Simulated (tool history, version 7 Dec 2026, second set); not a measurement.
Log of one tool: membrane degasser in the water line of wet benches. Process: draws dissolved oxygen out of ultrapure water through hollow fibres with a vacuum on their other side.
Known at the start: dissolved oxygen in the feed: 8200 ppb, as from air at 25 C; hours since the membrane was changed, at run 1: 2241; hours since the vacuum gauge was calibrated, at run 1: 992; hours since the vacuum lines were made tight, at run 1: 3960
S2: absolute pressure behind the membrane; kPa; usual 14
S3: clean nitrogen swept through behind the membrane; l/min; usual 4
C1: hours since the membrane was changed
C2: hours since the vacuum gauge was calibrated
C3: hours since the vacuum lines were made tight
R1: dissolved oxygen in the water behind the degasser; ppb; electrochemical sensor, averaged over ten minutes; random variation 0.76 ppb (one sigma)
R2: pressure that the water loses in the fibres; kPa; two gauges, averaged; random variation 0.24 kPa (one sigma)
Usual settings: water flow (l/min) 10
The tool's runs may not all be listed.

{"run": 1, "day": 0.0, "water flow (l/min)": 10, "S2": 14, "S3": 4, "C1": 2241, "C2": 992, "C3": 3960, "R1": 72.8, "R2": 62.76}
{"run": 2, "day": 4.175, "water flow (l/min)": 10, "S2": 9.5, "S3": 4, "C1": 2341, "C2": 1092, "C3": 4060, "R1": 43.7, "R2": 62.65}
{"run": 3, "day": 9.492, "water flow (l/min)": 10, "S2": 9.5, "S3": 4, "C1": 2469, "C2": 1219, "C3": 4188, "R1": 44.7, "R2": 62.5}
{"run": 4, "day": 14.342, "water flow (l/min)": 10, "S2": 10.1, "S3": 4, "C1": 2585, "C2": 1336, "C3": 4304, "R1": 47.5, "R2": 62.4}
{"run": 5, "day": 23.038, "water flow (l/min)": 10, "S2": 34.1, "S3": 4, "C1": 2794, "C2": 1545, "C3": 4513, "R1": 200.3, "R2": 62.53}
{"run": 6, "day": 26.975, "water flow (l/min)": 10, "S2": 34.1, "S3": 4, "C1": 2888, "C2": 1639, "C3": 4607, "R1": 200.5, "R2": 62.66}
{"run": 7, "day": 32.054, "water flow (l/min)": 10, "S2": 14, "S3": 1.86, "C1": 3010, "C2": 1761, "C3": 4729, "R1": 147, "R2": 62.82}
{"run": 8, "day": 37.45, "water flow (l/min)": 10, "S2": 14, "S3": 4, "C1": 3140, "C2": 1890, "C3": 4859, "R1": 72.8, "R2": 62.85}
{"run": 9, "day": 46.379, "water flow (l/min)": 10, "S2": 14, "S3": 4, "C1": 3354, "C2": 2105, "C3": 5073, "R1": 71.8, "R2": 62.65}
{"run": 10, "day": 53.771, "water flow (l/min)": 10, "S2": 14, "S3": 4, "C1": 3531, "C2": 2282, "C3": 5250, "R1": 72.2, "R2": 62.84}
{"run": 11, "day": 61.071, "water flow (l/min)": 10, "S2": 14, "S3": 4, "C1": 3707, "C2": 2457, "C3": 5425, "R1": 72.1, "R2": 62.81}
{"run": 12, "day": 67.0, "water flow (l/min)": 10, "S2": 14, "S3": 4, "C1": 3849, "C2": 2600, "C3": 5568, "R1": 72.8, "R2": 62.7}
{"run": 13, "day": 70.596, "water flow (l/min)": 10, "S2": 14, "S3": 4, "C1": 3935, "C2": 2686, "C3": 5654, "R1": 72.8, "R2": 62.59}
{"run": 14, "day": 77.538, "water flow (l/min)": 10, "S2": 14, "S3": 4, "C1": 4102, "C2": 2853, "C3": 5821, "R1": 73.1, "R2": 62.9}
{"run": 15, "day": 85.867, "water flow (l/min)": 10, "S2": 14, "S3": 4.23, "C1": 4302, "C2": 3052, "C3": 6021, "R1": 69.5, "R2": 62.92}
{"day": 88.404, "done": "vacuum gauge calibrated"}
{"run": 16, "day": 89.725, "water flow (l/min)": 10, "S2": 14, "S3": 4.23, "C1": 4394, "C2": 32, "C3": 6113, "R1": 69.3, "R2": 62.98}
{"run": 17, "day": 94.929, "water flow (l/min)": 10, "S2": 14, "S3": 2.58, "C1": 4519, "C2": 157, "C3": 6238, "R1": 109.4, "R2": 63.37}
{"run": 18, "day": 103.55, "water flow (l/min)": 9, "S2": 34.2, "S3": 2.13, "C1": 4726, "C2": 364, "C3": 6444, "R1": 327, "R2": 56.56}
{"run": 19, "day": 110.808, "water flow (l/min)": 9, "S2": 34.2, "S3": 2.13, "C1": 4900, "C2": 538, "C3": 6619, "R1": 323.7, "R2": 56.83}
{"run": 20, "day": 117.717, "water flow (l/min)": 16, "S2": 14, "S3": 4, "C1": 5066, "C2": 704, "C3": 6785, "R1": 156, "R2": 101.46}
{"run": 21, "day": 122.162, "water flow (l/min)": 8, "S2": 18.8, "S3": 8.3, "C1": 5172, "C2": 810, "C3": 6891, "R1": 41.1, "R2": 50.5}
{"run": 22, "day": 128.929, "water flow (l/min)": 14, "S2": 17.4, "S3": 4.63, "C1": 5335, "C2": 973, "C3": 7054, "R1": 132.6, "R2": 88.14}
{"run": 23, "day": 137.167, "water flow (l/min)": 12, "S2": 19.4, "S3": 8.77, "C1": 5532, "C2": 1170, "C3": 7251, "R1": 68.7, "R2": 75.47}
{"run": 24, "day": 141.212, "water flow (l/min)": 8, "S2": 34.5, "S3": 7.44, "C1": 5630, "C2": 1267, "C3": 7348, "R1": 90, "R2": 50.13}
{"run": 25, "day": 145.288, "water flow (l/min)": 10, "S2": 14, "S3": 3.28, "C1": 5727, "C2": 1365, "C3": 7446, "R1": 88.9, "R2": 63.47}
{"run": 26, "day": 151.333, "water flow (l/min)": 7, "S2": 9, "S3": 2.52, "C1": 5872, "C2": 1510, "C3": 7591, "R1": 42.9, "R2": 44.36}
{"run": 27, "day": 159.225, "water flow (l/min)": 7, "S2": 9, "S3": 2.52, "C1": 6062, "C2": 1700, "C3": 7781, "R1": 43.3, "R2": 44.19}
{"run": 28, "day": 163.992, "water flow (l/min)": 7, "S2": 9, "S3": 2.52, "C1": 6176, "C2": 1814, "C3": 7895, "R1": 43.8, "R2": 44.52}
{"run": 29, "day": 168.254, "water flow (l/min)": 7, "S2": 9, "S3": 2.52, "C1": 6279, "C2": 1916, "C3": 7997, "R1": 43.9, "R2": 44.25}
{"run": 30, "day": 173.258, "water flow (l/min)": 7, "S2": 9, "S3": 2.52, "C1": 6399, "C2": 2037, "C3": 8117, "R1": 43.5, "R2": 44.39}
{"run": 31, "day": 178.129, "water flow (l/min)": 14, "S2": 16.5, "S3": 2.21, "C1": 6516, "C2": 2153, "C3": 8234, "R1": 231.9, "R2": 89}

5 ways to go on from here, each from the tool as it stands after run 31. What would each give?
{"run": "A", "day": 182.067, "water flow (l/min)": 10, "S2": 14, "S3": 4.92, "C1": 6610, "C2": 2248, "C3": 8329, "R1": "?", "R2": "?"}
{"run": "B", "day": 182.067, "water flow (l/min)": 10, "S2": 14, "S3": 2.15, "C1": 6610, "C2": 2248, "C3": 8329, "R1": "?", "R2": "?"}
{"run": "C", "day": 182.067, "water flow (l/min)": 13, "S2": 32.7, "S3": 4, "C1": 6610, "C2": 2248, "C3": 8329, "R1": "?", "R2": "?"}
{"run": "D", "day": 182.067, "water flow (l/min)": 7, "S2": 16.5, "S3": 2.21, "C1": 6610, "C2": 2248, "C3": 8329, "R1": "?", "R2": "?"}
{"run": "E", "day": 182.067, "water flow (l/min)": 8, "S2": 30.7, "S3": 4.84, "C1": 6610, "C2": 2248, "C3": 8329, "R1": "?", "R2": "?"}

run=A R1=62.4 R2=63.25
run=B R1=132.4 R2=63.57
run=C R1=257.8 R2=82.29
run=D R1=112.3 R2=44.24
run=E R1=120.4 R2=51.49
Without the tool's hidden state the same runs would have given:
run=A R1=58.3 R2=61.72
run=B R1=124.9 R2=62.04
run=C R1=245.3 R2=80.31
run=D R1=103.9 R2=43.18
run=E R1=112 R2=50.26
